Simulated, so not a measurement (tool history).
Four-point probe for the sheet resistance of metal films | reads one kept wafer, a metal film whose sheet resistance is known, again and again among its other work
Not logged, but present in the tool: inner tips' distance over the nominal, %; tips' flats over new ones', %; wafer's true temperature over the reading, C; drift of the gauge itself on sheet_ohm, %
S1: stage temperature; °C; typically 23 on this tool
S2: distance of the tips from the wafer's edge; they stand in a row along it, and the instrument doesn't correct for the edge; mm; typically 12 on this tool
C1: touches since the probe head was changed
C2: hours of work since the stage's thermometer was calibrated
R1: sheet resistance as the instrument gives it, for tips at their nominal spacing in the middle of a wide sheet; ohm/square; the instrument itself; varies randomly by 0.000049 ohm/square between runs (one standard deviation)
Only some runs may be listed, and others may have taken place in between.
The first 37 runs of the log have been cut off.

run 38 hour=2097.6 | S1=23 S2=8 | C1=113116 C2=1059 | R1=0.242172
run 39 hour=2158.4 | S1=31 S2=5 | C1=116644 C2=1107 | R1=0.24244
run 40 hour=2232.6 | S1=32 S2=28 | C1=120947 C2=1166 | R1=0.241112
-- hour=2294.6 new probe head fitted
run 41 hour=2295.9 | S1=33 S2=59 | C1=75 C2=1215 | R1=0.245144
run 42 hour=2345.6 | S1=33 S2=19 | C1=2957 C2=1254 | R1=0.245201
-- hour=2391.1 stage's thermometer calibrated
run 43 hour=2422.5 | S1=33 S2=19 | C1=7389 C2=25 | R1=0.245121
run 44 hour=2496.3 | S1=30 S2=17 | C1=11672 C2=83 | R1=0.245196
run 45 hour=2569 | S1=20 S2=15 | C1=15887 C2=140 | R1=0.245432
run 46 hour=2626.6 | S1=18 S2=19 | C1=19231 C2=185 | R1=0.245466

3 ways to go on from here, each from the tool as it stands after run 46. What would each give?
run A hour=2672.2 | S1=18 S2=66 | C1=21875 C2=221 | R1=?
run B hour=2672.2 | S1=22 S2=19 | C1=21875 C2=221 | R1=?
run C hour=2672.2 | S1=26 S2=23 | C1=21875 C2=221 | R1=?

run=A R1=0.245257
run=B R1=0.245171
run=C R1=0.244984
Had the tool no hidden state, the same runs would have come out as:
run=A R1=0.245491
run=B R1=0.245405
run=C R1=0.245217

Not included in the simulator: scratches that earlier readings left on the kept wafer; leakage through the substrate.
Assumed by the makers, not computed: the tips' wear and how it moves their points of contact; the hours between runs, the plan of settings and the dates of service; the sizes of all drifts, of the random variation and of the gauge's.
